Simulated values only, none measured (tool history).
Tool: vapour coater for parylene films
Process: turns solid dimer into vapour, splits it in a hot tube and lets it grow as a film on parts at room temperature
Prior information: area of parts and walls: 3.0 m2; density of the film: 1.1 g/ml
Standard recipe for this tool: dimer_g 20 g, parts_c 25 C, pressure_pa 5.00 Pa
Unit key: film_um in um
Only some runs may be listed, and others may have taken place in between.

| run | hour | dimer_g | parts_c | pressure_pa | film_um |
|---|---|---|---|---|---|
| 1 | 0.0 | 20 | 25 | 5.00 | 3.78 |
| 2 | 21.2 | 20 | 25 | 5.00 | 3.85 |
| 3 | 42.7 | 20 | 25 | 5.00 | 3.87 |
| 4 | 57.1 | 20 | 25 | 5.00 | 3.85 |
| 5 | 82.6 | 20 | 25 | 5.00 | 3.80 |
| 6 | 110.2 | 20 | 25 | 5.00 | 3.84 |
| 7 | 132.4 | 20 | 25 | 5.00 | 3.83 |
| 8 | 162.4 | 20 | 25 | 5.00 | 3.80 |
| 9 | 178.0 | 20 | 25 | 5.00 | 3.83 |
| 10 | 204.4 | 20 | 25 | 5.00 | 3.86 |
| 11 | 231.6 | 20 | 25 | 5.00 | 3.81 |
| 12 | 256.7 | 20 | 25 | 8.79 | 3.61 |
| 13 | 271.1 | 21 | 25 | 5.00 | 4.02 |
| 14 | 287.3 | 20 | 25 | 5.00 | 3.85 |
| 15 | 313.0 | 20 | 25 | 5.00 | 3.81 |
| 16 | 342.5 | 20 | 25 | 5.00 | 3.82 |
| 17 | 356.5 | 11 | 29 | 8.12 | 1.72 |
| 18 | 378.2 | 17 | 22 | 4.91 | 3.56 |
| 19 | 407.6 | 17 | 22 | 4.91 | 3.62 |
| 20 | 436.6 | 17 | 22 | 4.91 | 3.57 |
| 21 | 460.0 | 17 | 22 | 4.91 | 3.58 |
| 22 | 482.7 | 23 | 25 | 2.16 | 4.76 |
| 23 | 505.0 | 23 | 30 | 3.16 | 3.84 |
| 24 | 523.5 | 19 | 31 | 9.55 | 2.74 |
| 25 | 538.2 | 22 | 25 | 9.74 | 3.85 |
| 26 | 558.7 | 13 | 25 | 2.72 | 2.64 |
| 27 | 587.0 | 15 | 18 | 2.17 | 3.91 |
|  | 597.8 | trap's valve overhauled |
| 28 | 622.3 | 15 | 18 | 2.17 | 3.92 |
| 29 | 650.7 | 28 | 25 | 5.00 | 5.32 |

Each row is a separate what-if for the run after 29, all from the same tool condition, not one after another. Results?
| A | 677.7 | 17 | 19 | 2.79 | ? |
| B | 677.7 | 20 | 33 | 7.30 | ? |
| C | 677.7 | 8 | 18 | 5.00 | ? |
| D | 677.7 | 8 | 34 | 5.00 | ? |

| run | film_um |
|---|---|
| A | 4.21 |
| B | 2.88 |
| C | 1.90 |
| D | 1.11 |
With the hidden condition removed and each run's random variation left untouched, the same runs would have given:
| run | film_um |
|---|---|
| A | 4.21 |
| B | 2.88 |
| C | 1.90 |
| D | 1.11 |

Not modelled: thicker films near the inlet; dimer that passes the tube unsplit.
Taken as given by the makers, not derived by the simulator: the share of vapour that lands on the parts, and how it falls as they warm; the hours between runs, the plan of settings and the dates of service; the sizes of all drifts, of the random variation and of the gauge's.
